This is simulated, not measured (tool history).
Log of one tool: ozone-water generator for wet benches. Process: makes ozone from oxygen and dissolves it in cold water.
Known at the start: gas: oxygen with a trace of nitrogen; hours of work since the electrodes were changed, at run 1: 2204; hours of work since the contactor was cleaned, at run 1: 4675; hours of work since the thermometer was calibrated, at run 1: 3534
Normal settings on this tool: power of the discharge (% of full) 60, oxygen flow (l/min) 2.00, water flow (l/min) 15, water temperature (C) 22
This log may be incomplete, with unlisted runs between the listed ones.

run    hour  power of the discharge (% of full)  oxygen flow (l/min)  water flow (l/min)  water temperature (C)  hours of work since the electrodes were changed  hours of work since the contactor was cleaned  hours of work since the thermometer was calibrated  dissolved ozone (ppm)  ozone in the gas ahead of the water (g/m3)
  1     0.0                                  60                 2.00                  15                     22                                             2204                                           4675                                                3534                   13.4                                       189.6
  2    85.9                                  60                 2.00                  15                     15                                             2275                                           4747                                                3606                   14.2                                       190.6
  3   175.7                                  60                 2.00                  15                     15                                             2350                                           4822                                                3681                   14.4                                       189.3
  4   294.4                                  60                 2.00                  15                     22                                             2450                                           4921                                                3780                   13.2                                       188.7
  5   434.1                                  60                 2.00                  15                     22                                             2566                                           5038                                                3897                   13.4                                       188.7
  6   538.1                                  60                 2.00                  15                     22                                             2653                                           5125                                                3984                   13.3                                       185.9
      599.3  -- water thermometer calibrated
  7   631.6                                  60                 2.00                  15                     22                                             2731                                           5202                                                  27                   13.2                                       187.6
  8   743.6                                  60                 2.00                  14                     22                                             2824                                           5296                                                 121                   14.4                                       187.8
  9   893.2                                  60                 2.00                  15                     22                                             2949                                           5421                                                 245                   13.5                                       186.4
 10   990.5                                  60                 2.00                  15                     22                                             3031                                           5502                                                 327                   13.4                                       186.1
 11  1129.0                                  60                 2.00                  15                     22                                             3146                                           5618                                                 442                   13.5                                       185.7
 12  1240.6                                  60                 2.00                  15                     22                                             3240                                           5711                                                 536                   13.5                                       186.6
 13  1391.6                                  60                 2.00                  15                     22                                             3366                                           5837                                                 662                   13.5                                       184.5
 14  1508.4                                  60                 2.00                  15                     22                                             3463                                           5935                                                 759                   13.3                                       184.1
 15  1648.1                                  60                 1.22                  15                     22                                             3580                                           6051                                                 876                   12.2                                       244.9
 16  1817.3                                  95                 2.43                  15                     22                                             3721                                           6193                                                1017                   20.4                                       246.8
     1866.5  -- gauge calibrated
 17  1970.9                                  61                 2.00                  15                     22                                             3850                                           6321                                                1146                   13.6                                       191.1
 18  2126.6                                  89                 1.74                  11                     23                                             3980                                           6451                                                1276                   24.8                                       289.6
 19  2195.4                                  89                 1.74                  11                     23                                             4037                                           6509                                                1333                   24.7                                       287.5
 20  2294.5                                  89                 1.74                  11                     23                                             4120                                           6591                                                1416                   24.9                                       290.1
 21  2410.6                                  89                 1.74                  11                     23                                             4217                                           6688                                                1513                   24.8                                       288.7
 22  2564.8                                  89                 1.08                  21                     23                                             4346                                           6817                                                1642                   11.7                                       374.4

The next listed run, before its measurement:
 23  2686.8                                  60                 2.07                  13                     19                                             4448                                           6919                                                1744                      ?                                           ?

dissolved ozone (ppm): 15.8
ozone in the gas ahead of the water (g/m3): 182.1
The same run, on a tool lacking any hidden state, would have yielded dissolved ozone (ppm) 15.8, ozone in the gas ahead of the water (g/m3) 184.8.
